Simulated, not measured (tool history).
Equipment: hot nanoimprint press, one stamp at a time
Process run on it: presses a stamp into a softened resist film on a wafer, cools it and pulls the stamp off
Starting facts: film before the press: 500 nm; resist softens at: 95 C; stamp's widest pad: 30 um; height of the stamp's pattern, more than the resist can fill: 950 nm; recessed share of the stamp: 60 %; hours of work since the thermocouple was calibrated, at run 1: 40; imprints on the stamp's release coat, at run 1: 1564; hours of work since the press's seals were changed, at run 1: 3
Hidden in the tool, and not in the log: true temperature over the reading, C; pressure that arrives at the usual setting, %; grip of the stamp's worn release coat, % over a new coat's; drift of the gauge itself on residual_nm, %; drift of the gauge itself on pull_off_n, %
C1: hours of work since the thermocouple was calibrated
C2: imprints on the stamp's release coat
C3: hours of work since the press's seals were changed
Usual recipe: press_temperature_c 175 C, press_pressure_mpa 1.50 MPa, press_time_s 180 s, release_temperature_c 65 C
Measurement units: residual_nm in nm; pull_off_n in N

run 1 hour=0.0 | press_temperature_c=175 press_pressure_mpa=1.50 press_time_s=180 release_temperature_c=65 | C1=40 C2=1564 C3=3 | residual_nm=241.7 pull_off_n=281
run 2 hour=73.4 | press_temperature_c=175 press_pressure_mpa=1.50 press_time_s=180 release_temperature_c=65 | C1=86 C2=1899 C3=48 | residual_nm=241.6 pull_off_n=284
-- hour=115.3 stamp cleaned and given a new release coat
run 3 hour=127.1 | press_temperature_c=175 press_pressure_mpa=1.50 press_time_s=180 release_temperature_c=65 | C1=116 C2=54 C3=78 | residual_nm=240.5 pull_off_n=235
run 4 hour=160.7 | press_temperature_c=175 press_pressure_mpa=1.50 press_time_s=118 release_temperature_c=65 | C1=137 C2=207 C3=99 | residual_nm=271.8 pull_off_n=236
run 5 hour=234.0 | press_temperature_c=175 press_pressure_mpa=1.10 press_time_s=118 release_temperature_c=65 | C1=183 C2=541 C3=145 | residual_nm=314.7 pull_off_n=242
run 6 hour=268.5 | press_temperature_c=175 press_pressure_mpa=1.10 press_time_s=118 release_temperature_c=65 | C1=204 C2=698 C3=167 | residual_nm=314.8 pull_off_n=248
run 7 hour=308.9 | press_temperature_c=175 press_pressure_mpa=1.10 press_time_s=118 release_temperature_c=65 | C1=230 C2=883 C3=192 | residual_nm=315.6 pull_off_n=250
run 8 hour=368.2 | press_temperature_c=175 press_pressure_mpa=1.10 press_time_s=118 release_temperature_c=65 | C1=267 C2=1153 C3=229 | residual_nm=314.3 pull_off_n=255
run 9 hour=431.9 | press_temperature_c=175 press_pressure_mpa=1.10 press_time_s=118 release_temperature_c=65 | C1=306 C2=1443 C3=269 | residual_nm=311.5 pull_off_n=271
-- hour=442.6 plate thermocouple calibrated
run 10 hour=477.3 | press_temperature_c=175 press_pressure_mpa=1.10 press_time_s=118 release_temperature_c=65 | C1=22 C2=1636 C3=295 | residual_nm=303.5 pull_off_n=266
run 11 hour=546.6 | press_temperature_c=175 press_pressure_mpa=1.50 press_time_s=130 release_temperature_c=65 | C1=65 C2=1952 C3=339 | residual_nm=252.0 pull_off_n=279
-- hour=578.1 stamp cleaned and given a new release coat
run 12 hour=587.5 | press_temperature_c=175 press_pressure_mpa=1.50 press_time_s=130 release_temperature_c=65 | C1=87 C2=43 C3=360 | residual_nm=251.7 pull_off_n=225
-- hour=659.4 plate thermocouple calibrated, once more
run 13 hour=659.4 | press_temperature_c=175 press_pressure_mpa=2.09 press_time_s=180 release_temperature_c=65 | C1=0 C2=357 C3=403 | residual_nm=205.2 pull_off_n=240
run 14 hour=714.4 | press_temperature_c=175 press_pressure_mpa=1.50 press_time_s=180 release_temperature_c=65 | C1=34 C2=608 C3=438 | residual_nm=245.9 pull_off_n=256
run 15 hour=769.9 | press_temperature_c=164 press_pressure_mpa=0.93 press_time_s=109 release_temperature_c=65 | C1=69 C2=861 C3=473 | residual_nm=438.5 pull_off_n=255
run 16 hour=821.6 | press_temperature_c=164 press_pressure_mpa=1.30 press_time_s=109 release_temperature_c=52 | C1=101 C2=1096 C3=505 | residual_nm=402.3 pull_off_n=292
run 17 hour=889.2 | press_temperature_c=180 press_pressure_mpa=1.83 press_time_s=259 release_temperature_c=65 | C1=144 C2=1405 C3=547 | residual_nm=163.9 pull_off_n=267
run 18 hour=959.2 | press_temperature_c=181 press_pressure_mpa=1.24 press_time_s=180 release_temperature_c=54 | C1=187 C2=1724 C3=591 | residual_nm=222.0 pull_off_n=306
run 19 hour=989.8 | press_temperature_c=179 press_pressure_mpa=1.50 press_time_s=180 release_temperature_c=70 | C1=207 C2=1863 C3=610 | residual_nm=213.5 pull_off_n=270
-- hour=1041.2 stamp cleaned and given a new release coat
run 20 hour=1047.6 | press_temperature_c=183 press_pressure_mpa=1.00 press_time_s=180 release_temperature_c=51 | C1=239 C2=29 C3=642 | residual_nm=233.6 pull_off_n=260
run 21 hour=1078.6 | press_temperature_c=183 press_pressure_mpa=1.00 press_time_s=180 release_temperature_c=51 | C1=258 C2=170 C3=662 | residual_nm=232.5 pull_off_n=251
run 22 hour=1119.6 | press_temperature_c=183 press_pressure_mpa=1.03 press_time_s=180 release_temperature_c=52 | C1=284 C2=357 C3=687 | residual_nm=229.5 pull_off_n=252
-- hour=1163.8 plate thermocouple calibrated
run 23 hour=1164.8 | press_temperature_c=169 press_pressure_mpa=2.33 press_time_s=216 release_temperature_c=50 | C1=1 C2=549 C3=714 | residual_nm=234.6 pull_off_n=265
run 24 hour=1198.1 | press_temperature_c=170 press_pressure_mpa=2.33 press_time_s=98 release_temperature_c=50 | C1=21 C2=701 C3=735 | residual_nm=286.6 pull_off_n=276
run 25 hour=1244.0 | press_temperature_c=175 press_pressure_mpa=1.00 press_time_s=180 release_temperature_c=57 | C1=50 C2=910 C3=763 | residual_nm=303.5 pull_off_n=265
run 26 hour=1292.3 | press_temperature_c=175 press_pressure_mpa=1.00 press_time_s=180 release_temperature_c=57 | C1=80 C2=1131 C3=793 | residual_nm=304.9 pull_off_n=279
run 27 hour=1339.0 | press_temperature_c=175 press_pressure_mpa=1.50 press_time_s=180 release_temperature_c=61 | C1=110 C2=1343 C3=823 | residual_nm=249.8 pull_off_n=285
run 28 hour=1400.3 | press_temperature_c=182 press_pressure_mpa=1.50 press_time_s=194 release_temperature_c=69 | C1=148 C2=1623 C3=861 | residual_nm=193.2 pull_off_n=271

How the hidden state differs across the entries between the runs, from the last listed run before each to the first after it:
Run 2 -> run 3: stamp cleaned and given a new release coat (hour 115.3)
  true temperature over the reading, C: 0.5 -> 0.61; pressure that arrives at the usual setting, %: 99.7 -> 99.46; grip of the stamp's worn release coat, % over a new coat's: 23.5 -> 0.6
  what was measured, less what the result would be without the hidden state, residual_nm: -3.6 -> -4.3 nm; pull_off_n: +53 -> +0 N
Run 9 -> run 10: plate thermocouple calibrated (hour 442.6)
  true temperature over the reading, C: 1.34 -> 2.26; pressure that arrives at the usual setting, %: 97.94 -> 97.71; grip of the stamp's worn release coat, % over a new coat's: 17.6 -> 20.1
  what was measured, less what the result would be without the hidden state, residual_nm: -9.7 -> -17.4 nm; pull_off_n: +38 -> +40 N
Run 11 -> run 12: stamp cleaned and given a new release coat (hour 578.1)
  true temperature over the reading, C: 2.41 -> 2.5; pressure that arrives at the usual setting, %: 97.32 -> 97.15; grip of the stamp's worn release coat, % over a new coat's: 24.1 -> 0.5
  what was measured, less what the result would be without the hidden state, residual_nm: -16.4 -> -17.0 nm; pull_off_n: +50 -> -3 N
Run 12 -> run 13: plate thermocouple calibrated, once more (hour 659.4)
  true temperature over the reading, C: 2.5 -> 0.12; pressure that arrives at the usual setting, %: 97.15 -> 96.8; grip of the stamp's worn release coat, % over a new coat's: 0.5 -> 4.2
  what was measured, less what the result would be without the hidden state, residual_nm: -17.0 -> +4.6 nm; pull_off_n: -3 -> +10 N
Run 19 -> run 20: stamp cleaned and given a new release coat (hour 1041.2)
  true temperature over the reading, C: 0.89 -> 1; pressure that arrives at the usual setting, %: 95.08 -> 94.8; grip of the stamp's worn release coat, % over a new coat's: 23 -> 0.3
  what was measured, less what the result would be without the hidden state, residual_nm: -0.1 -> -2.6 nm; pull_off_n: +49 -> +0 N
Run 22 -> run 23: plate thermocouple calibrated (hour 1163.8)
  true temperature over the reading, C: 1.17 -> -0.01; pressure that arrives at the usual setting, %: 94.39 -> 94.18; grip of the stamp's worn release coat, % over a new coat's: 4.2 -> 6.6
  what was measured, less what the result would be without the hidden state, residual_nm: -3.2 -> +12.4 nm; pull_off_n: +8 -> +16 N
